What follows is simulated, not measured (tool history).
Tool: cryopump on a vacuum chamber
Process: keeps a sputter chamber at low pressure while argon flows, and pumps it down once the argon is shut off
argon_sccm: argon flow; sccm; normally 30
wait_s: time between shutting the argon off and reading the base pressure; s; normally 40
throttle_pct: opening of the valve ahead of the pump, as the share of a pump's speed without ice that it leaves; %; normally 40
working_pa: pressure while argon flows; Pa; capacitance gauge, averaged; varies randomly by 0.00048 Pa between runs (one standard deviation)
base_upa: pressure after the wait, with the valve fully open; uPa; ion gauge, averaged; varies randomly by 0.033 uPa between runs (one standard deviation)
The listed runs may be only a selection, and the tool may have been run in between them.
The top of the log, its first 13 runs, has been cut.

run,hour,argon_sccm,wait_s,throttle_pct,working_pa,base_upa
14,520.0,30,83,40,0.0568,2.20
15,563.4,30,83,40,0.0579,2.21
16,602.8,30,40,40,0.0572,3.10
17,635.1,30,40,40,0.0581,3.07
18,663.4,30,40,40,0.0576,3.08
19,710.9,30,40,40,0.0581,3.11
20,742.3,29,99,40,0.0565,2.31
21,783.1,29,93,21,0.1062,2.33
22,844.3,14,46,22,0.0493,3.04
23,890.6,38,40,55,0.0562,3.36
24,934.3,28,24,55,0.0422,4.37
25,991.0,28,24,55,0.0422,4.34
26,1029.0,30,129,19,0.1240,2.37
# hour 1059.0: pump warmed up, emptied and cooled again
27,1069.6,30,129,19,0.1189,2.05
28,1114.6,33,37,43,0.0583,3.24
29,1151.1,33,37,43,0.0589,3.36
30,1178.2,30,68,47,0.0493,2.59
31,1234.0,53,20,37,0.1103,4.95
32,1277.3,59,120,31,0.1459,2.26
33,1326.7,30,21,40,0.0586,4.73
# hour 1367.2: leaking fittings of the chamber tightened, without venting
34,1373.7,30,21,40,0.0585,3.21
35,1417.5,30,233,25,0.0926,0.45

Branching from run 35: 3 alternative next runs. What would each branch give?
A,1453.4,30,90,18,?,?
B,1453.4,57,38,17,?,?
C,1453.4,33,296,27,?,?

run,working_pa,base_upa
A,0.1278,0.93
B,0.2593,1.89
C,0.0958,0.45
Without the tool's unlogged condition, the same runs would have read:
run,working_pa,base_upa
A,0.1247,0.87
B,0.2533,1.83
C,0.0923,0.39

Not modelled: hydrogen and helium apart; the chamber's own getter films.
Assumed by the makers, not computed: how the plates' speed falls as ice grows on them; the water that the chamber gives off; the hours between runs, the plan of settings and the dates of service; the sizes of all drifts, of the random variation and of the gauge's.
